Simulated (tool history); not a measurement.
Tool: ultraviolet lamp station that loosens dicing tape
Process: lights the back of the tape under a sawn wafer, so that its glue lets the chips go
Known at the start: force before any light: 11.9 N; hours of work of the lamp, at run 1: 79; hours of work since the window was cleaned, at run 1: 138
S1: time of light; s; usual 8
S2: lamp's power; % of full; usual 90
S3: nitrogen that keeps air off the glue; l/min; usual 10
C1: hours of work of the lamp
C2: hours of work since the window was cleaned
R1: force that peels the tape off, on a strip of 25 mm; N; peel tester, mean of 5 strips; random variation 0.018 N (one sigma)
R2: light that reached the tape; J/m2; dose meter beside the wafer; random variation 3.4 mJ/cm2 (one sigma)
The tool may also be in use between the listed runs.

| run | hour | S1 | S2 | S3 | C1 | C2 | R1 | R2 |
|---|---|---|---|---|---|---|---|---|
| 1 | 0.0 | 8 | 90 | 10 | 79 | 138 | 0.955 | 5090 |
| 2 | 10.1 | 8 | 89 | 10 | 84 | 143 | 0.971 | 5150 |
| 3 | 17.0 | 8 | 89 | 10 | 87 | 146 | 0.948 | 5130 |
| 4 | 21.9 | 8 | 89 | 10 | 90 | 148 | 0.968 | 5100 |
| 5 | 27.9 | 8 | 83 | 10 | 92 | 151 | 1.128 | 4740 |
| 6 | 37.8 | 8 | 69 | 10 | 97 | 156 | 1.651 | 3940 |
| 7 | 44.6 | 8 | 69 | 10 | 100 | 159 | 1.701 | 3920 |
| 8 | 53.3 | 8 | 69 | 10 | 105 | 163 | 1.679 | 3920 |
| 9 | 58.3 | 8 | 69 | 10 | 107 | 166 | 1.711 | 3900 |
| 10 | 68.1 | 8 | 90 | 10 | 112 | 170 | 0.996 | 5130 |
| 11 | 76.0 | 8 | 90 | 10 | 115 | 174 | 0.961 | 5080 |
| 12 | 81.3 | 8 | 90 | 10 | 118 | 177 | 0.985 | 5080 |
| 13 | 92.2 | 8 | 90 | 10 | 123 | 182 | 0.985 | 5130 |
| 14 | 103.1 | 11 | 97 | 10 | 128 | 187 | 0.386 | 7440 |
| 15 | 111.2 | 11 | 97 | 10 | 132 | 191 | 0.380 | 7510 |
| 16 | 115.9 | 11 | 97 | 10 | 134 | 193 | 0.408 | 7490 |
|  | 117.4 | window cleaned of glue's vapour |
| 17 | 124.8 | 14 | 87 | 15 | 138 | 4 | 0.250 | 8250 |
| 18 | 131.1 | 5 | 90 | 5 | 141 | 7 | 3.741 | 3010 |
| 19 | 138.5 | 5 | 90 | 5 | 145 | 10 | 3.619 | 3020 |
|  | 140.5 | window cleaned of glue's vapour, once more |
| 20 | 148.4 | 10 | 90 | 7 | 149 | 4 | 0.746 | 6590 |
| 21 | 154.3 | 10 | 90 | 7 | 152 | 7 | 0.740 | 6610 |
| 22 | 165.4 | 10 | 90 | 7 | 157 | 12 | 0.731 | 6560 |
| 23 | 174.4 | 10 | 90 | 7 | 162 | 16 | 0.759 | 6550 |
| 24 | 180.3 | 13 | 68 | 4 | 164 | 19 | 1.267 | 6470 |
| 25 | 186.3 | 8 | 90 | 13 | 167 | 22 | 0.748 | 5200 |

The same runs without the tool's hidden state, with the same run-to-run variation:
The hidden state here: lamp's light, % of a new lamp's; light that the window lets through, % of a clean one's; drift of the gauge itself on peel_n, %; drift of the gauge itself on dose_mj_cm2, %.
| run | R1 | R2 |
|---|---|---|
| 1 | 0.849 | 5360 |
| 2 | 0.859 | 5430 |
| 3 | 0.836 | 5420 |
| 4 | 0.852 | 5390 |
| 5 | 0.994 | 5030 |
| 6 | 1.472 | 4180 |
| 7 | 1.514 | 4170 |
| 8 | 1.489 | 4180 |
| 9 | 1.514 | 4160 |
| 10 | 0.855 | 5480 |
| 11 | 0.823 | 5430 |
| 12 | 0.841 | 5440 |
| 13 | 0.836 | 5510 |
| 14 | 0.325 | 8010 |
| 15 | 0.318 | 8100 |
| 16 | 0.343 | 8080 |
| 17 | 0.211 | 9210 |
| 18 | 3.262 | 3370 |
| 19 | 3.148 | 3380 |
| 20 | 0.687 | 6820 |
| 21 | 0.679 | 6850 |
| 22 | 0.668 | 6820 |
| 23 | 0.691 | 6820 |
| 24 | 1.162 | 6740 |
| 25 | 0.676 | 5420 |
